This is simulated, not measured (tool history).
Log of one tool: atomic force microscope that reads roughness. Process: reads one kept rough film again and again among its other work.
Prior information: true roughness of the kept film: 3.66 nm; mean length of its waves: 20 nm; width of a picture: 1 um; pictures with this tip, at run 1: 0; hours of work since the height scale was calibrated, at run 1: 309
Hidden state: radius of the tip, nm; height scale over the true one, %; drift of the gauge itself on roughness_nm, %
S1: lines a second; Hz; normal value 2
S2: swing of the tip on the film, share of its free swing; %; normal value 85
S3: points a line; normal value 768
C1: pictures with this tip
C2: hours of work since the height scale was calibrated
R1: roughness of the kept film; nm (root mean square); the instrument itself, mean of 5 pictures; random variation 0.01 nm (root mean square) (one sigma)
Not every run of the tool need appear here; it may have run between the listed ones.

run    hour    S1  S2    S3  C1   C2     R1
  1       0     2  85   768   0  309  2.351
  2    45.3     2  85   768  80  333  1.769
       60.2  -- new tip fitted
  3    75.5     2  85   768  27  349  2.109
      117.6  -- new tip fitted
  4     126     2  85   474  15  375  2.148
      178.5  -- new tip fitted
  5     185     2  85   474  11  405   2.23
  6     221     2  85   677  74  424  1.763
      238.3  -- new tip fitted
  7   254.7     2  85   677  29  442  2.095
  8   292.8     2  85  1016  96  462  1.616
      296.2  -- new tip fitted
  9     350     2  85   855  95  491  1.645
      355.7  -- new tip fitted
 10   390.3     2  71   855  61  512   2.07
      413.1  -- new tip fitted
 11     415     2  71   855   3  525  2.531
 12   451.9     2  71   855  68  544  1.994
      472.7  -- new tip fitted
 13   511.2  1.03  85   768  68  575  2.003
      530.8  -- new tip fitted
 14   559.7  1.03  85   768  50  600  2.071
      588.6  -- new tip fitted
 15   594.7  1.03  85   768  11  618  2.432
 16   635.7  0.93  85   768  83  640  1.841
      647.2  -- new tip fitted
 17   688.8     2  85   768  73  667  1.764
      707.7  -- new tip fitted
 18   727.6     2  85   768  35  687  2.013
      766.3  -- new tip fitted
 19     784     2  85   768  31  717  2.066
 20   816.6     2  85   768  88  734  1.692
      825.2  -- new tip fitted
 21   871.6     2  68   768  82  762  1.924
      882.8  -- new tip fitted
 22   918.3     2  61   646  63  786  2.095
      941.2  -- new tip fitted
 23   978.3  2.84  72   646  65  818  1.979
     1001.5  -- new tip fitted
 24  1014.5  2.84  72   646  23  836  2.226
     1018.9  -- height scale calibrated on a step standard
 25  1041.9  0.79  85   630  69   12   2.01
     1060.1  -- new tip fitted
 26    1080  0.79  85   630  35   32  2.234
     1107.1  -- height scale calibrated on a step standard, once more
 27  1110.5  0.79  85   630  87    2  1.867
       1119  -- new tip fitted
 28  1170.2     2  85   275  90   33  1.635
     1177.8  -- new tip fitted
 29    1230     2  64   390  92   64  1.844
     1236.4  -- new tip fitted
 30  1265.6  1.91  79  1006  51   82  1.962
     1294.1  -- new tip fitted
 31  1305.1  1.91  79  1006  20  103  2.259
 32  1332.1  1.91  71  1006  67  117  1.992
     1352.6  -- new tip fitted
 33  1374.6     2  75   363  38  139  2.157
     1412.1  -- new tip fitted
 34  1419.4   0.6  66   648  13  162  2.615
 35    1451  2.85  66   648  69  179  1.977
     1471.2  -- new tip fitted
 36  1488.3  0.61  60   768  31  198  2.516
     1529.3  -- new tip fitted
 37  1542.5  0.61  60   768  23  226  2.553
     1586.6  -- new tip fitted
 38  1592.5  0.61  80   457  10  252  2.609
 39  1618.7  0.61  80   457  56  266   2.19

Hidden condition of the tool, last listed run before each entry between runs versus first listed run after:
Logged between run 2 and run 3: new tip fitted (hour 60.2)
  radius of the tip, nm: 19 -> 11.2; height scale over the true one, %: -0.44 -> -0.45
  measured value less the no-hidden-state value, R1: -0.619 -> -0.265 nm (root mean square)
Logged between run 3 and run 4: new tip fitted (hour 117.6)
  radius of the tip, nm: 11.2 -> 10.3; height scale over the true one, %: -0.45 -> -0.48
  measured value less the no-hidden-state value, R1: -0.265 -> -0.213 nm (root mean square)
Logged between run 4 and run 5: new tip fitted (hour 178.5)
  radius of the tip, nm: 10.3 -> 9; height scale over the true one, %: -0.48 -> -0.52
  measured value less the no-hidden-state value, R1: -0.213 -> -0.142 nm (root mean square)
Logged between run 6 and run 7: new tip fitted (hour 238.3)
  radius of the tip, nm: 19.4 -> 11.5; height scale over the true one, %: -0.54 -> -0.56
  measured value less the no-hidden-state value, R1: -0.639 -> -0.287 nm (root mean square)
Logged between run 8 and run 9: new tip fitted (hour 296.2)
  radius of the tip, nm: 23 -> 22.2; height scale over the true one, %: -0.58 -> -0.61
  measured value less the no-hidden-state value, R1: -0.763 -> -0.735 nm (root mean square)
Logged between run 9 and run 10: new tip fitted (hour 355.7)
  radius of the tip, nm: 22.2 -> 15.8; height scale over the true one, %: -0.61 -> -0.63
  measured value less the no-hidden-state value, R1: -0.735 -> -0.543 nm (root mean square)
Logged between run 10 and run 11: new tip fitted (hour 413.1)
  radius of the tip, nm: 15.8 -> 8.4; height scale over the true one, %: -0.63 -> -0.65
  measured value less the no-hidden-state value, R1: -0.543 -> -0.115 nm (root mean square)
Logged between run 12 and run 13: new tip fitted (hour 472.7)
  radius of the tip, nm: 17.9 -> 17; height scale over the true one, %: -0.67 -> -0.7
  measured value less the no-hidden-state value, R1: -0.647 -> -0.597 nm (root mean square)
Logged between run 13 and run 14: new tip fitted (hour 530.8)
  radius of the tip, nm: 17 -> 15.8; height scale over the true one, %: -0.7 -> -0.73
  measured value less the no-hidden-state value, R1: -0.597 -> -0.544 nm (root mean square)
Logged between run 14 and run 15: new tip fitted (hour 588.6)
  radius of the tip, nm: 15.8 -> 9.3; height scale over the true one, %: -0.73 -> -0.75
  measured value less the no-hidden-state value, R1: -0.544 -> -0.181 nm (root mean square)
Logged between run 16 and run 17: new tip fitted (hour 647.2)
  radius of the tip, nm: 21.6 -> 19.4; height scale over the true one, %: -0.77 -> -0.8
  measured value less the no-hidden-state value, R1: -0.798 -> -0.647 nm (root mean square)
Logged between run 17 and run 18: new tip fitted (hour 707.7)
  radius of the tip, nm: 19.4 -> 12.6; height scale over the true one, %: -0.8 -> -0.82
  measured value less the no-hidden-state value, R1: -0.647 -> -0.349 nm (root mean square)
Logged between run 18 and run 19: new tip fitted (hour 766.3)
  radius of the tip, nm: 12.6 -> 11.9; height scale over the true one, %: -0.82 -> -0.85
  measured value less the no-hidden-state value, R1: -0.349 -> -0.314 nm (root mean square)
Logged between run 20 and run 21: new tip fitted (hour 825.2)
  radius of the tip, nm: 20.8 -> 20.1; height scale over the true one, %: -0.87 -> -0.9
  measured value less the no-hidden-state value, R1: -0.696 -> -0.752 nm (root mean square)
Logged between run 21 and run 22: new tip fitted (hour 882.8)
  radius of the tip, nm: 20.1 -> 17.3; height scale over the true one, %: -0.9 -> -0.93
  measured value less the no-hidden-state value, R1: -0.752 -> -0.648 nm (root mean square)
Logged between run 22 and run 23: new tip fitted (hour 941.2)
  radius of the tip, nm: 17.3 -> 16.2; height scale over the true one, %: -0.93 -> -0.96
  measured value less the no-hidden-state value, R1: -0.648 -> -0.551 nm (root mean square)
Logged between run 23 and run 24: new tip fitted (hour 1001.5)
  radius of the tip, nm: 16.2 -> 10.8; height scale over the true one, %: -0.96 -> -0.98
  measured value less the no-hidden-state value, R1: -0.551 -> -0.266 nm (root mean square)
Logged between run 24 and run 25: height scale calibrated on a step standard (hour 1018.9)
  radius of the tip, nm: 10.8 -> 18; height scale over the true one, %: -0.98 -> -1.37
  measured value less the no-hidden-state value, R1: -0.266 -> -0.673 nm (root mean square)
Logged between run 25 and run 26: new tip fitted (hour 1060.1)
  radius of the tip, nm: 18 -> 13.3; height scale over the true one, %: -1.37 -> -1.39
  measured value less the no-hidden-state value, R1: -0.673 -> -0.44 nm (root mean square)
Logged between run 26 and run 27: height scale calibrated on a step standard, once more (hour 1107.1)
  radius of the tip, nm: 13.3 -> 21.6; height scale over the true one, %: -1.39 -> -0.11
  measured value less the no-hidden-state value, R1: -0.44 -> -0.785 nm (root mean square)
Logged between run 27 and run 28: new tip fitted (hour 1119)
  radius of the tip, nm: 21.6 -> 21.3; height scale over the true one, %: -0.11 -> -0.15
  measured value less the no-hidden-state value, R1: -0.785 -> -0.678 nm (root mean square)
Logged between run 28 and run 29: new tip fitted (hour 1177.8)
  radius of the tip, nm: 21.3 -> 22.8; height scale over the true one, %: -0.15 -> -0.18
  measured value less the no-hidden-state value, R1: -0.678 -> -0.846 nm (root mean square)
Logged between run 29 and run 30: new tip fitted (hour 1236.4)
  radius of the tip, nm: 22.8 -> 16.6; height scale over the true one, %: -0.18 -> -0.2
  measured value less the no-hidden-state value, R1: -0.846 -> -0.549 nm (root mean square)
Logged between run 30 and run 31: new tip fitted (hour 1294.1)
  radius of the tip, nm: 16.6 -> 10.8; height scale over the true one, %: -0.2 -> -0.23
  measured value less the no-hidden-state value, R1: -0.549 -> -0.252 nm (root mean square)
Logged between run 32 and run 33: new tip fitted (hour 1352.6)
  radius of the tip, nm: 18 -> 13; height scale over the true one, %: -0.24 -> -0.26
  measured value less the no-hidden-state value, R1: -0.643 -> -0.377 nm (root mean square)
Logged between run 33 and run 34: new tip fitted (hour 1412.1)
  radius of the tip, nm: 13 -> 9.6; height scale over the true one, %: -0.26 -> -0.29
  measured value less the no-hidden-state value, R1: -0.377 -> -0.207 nm (root mean square)
Logged between run 35 and run 36: new tip fitted (hour 1471.2)
  radius of the tip, nm: 18 -> 11.8; height scale over the true one, %: -0.31 -> -0.33
  measured value less the no-hidden-state value, R1: -0.633 -> -0.355 nm (root mean square)
Logged between run 36 and run 37: new tip fitted (hour 1529.3)
  radius of the tip, nm: 11.8 -> 11.1; height scale over the true one, %: -0.33 -> -0.36
  measured value less the no-hidden-state value, R1: -0.355 -> -0.315 nm (root mean square)
Logged between run 37 and run 38: new tip fitted (hour 1586.6)
  radius of the tip, nm: 11.1 -> 8.5; height scale over the true one, %: -0.36 -> -0.39
  measured value less the no-hidden-state value, R1: -0.315 -> -0.123 nm (root mean square)
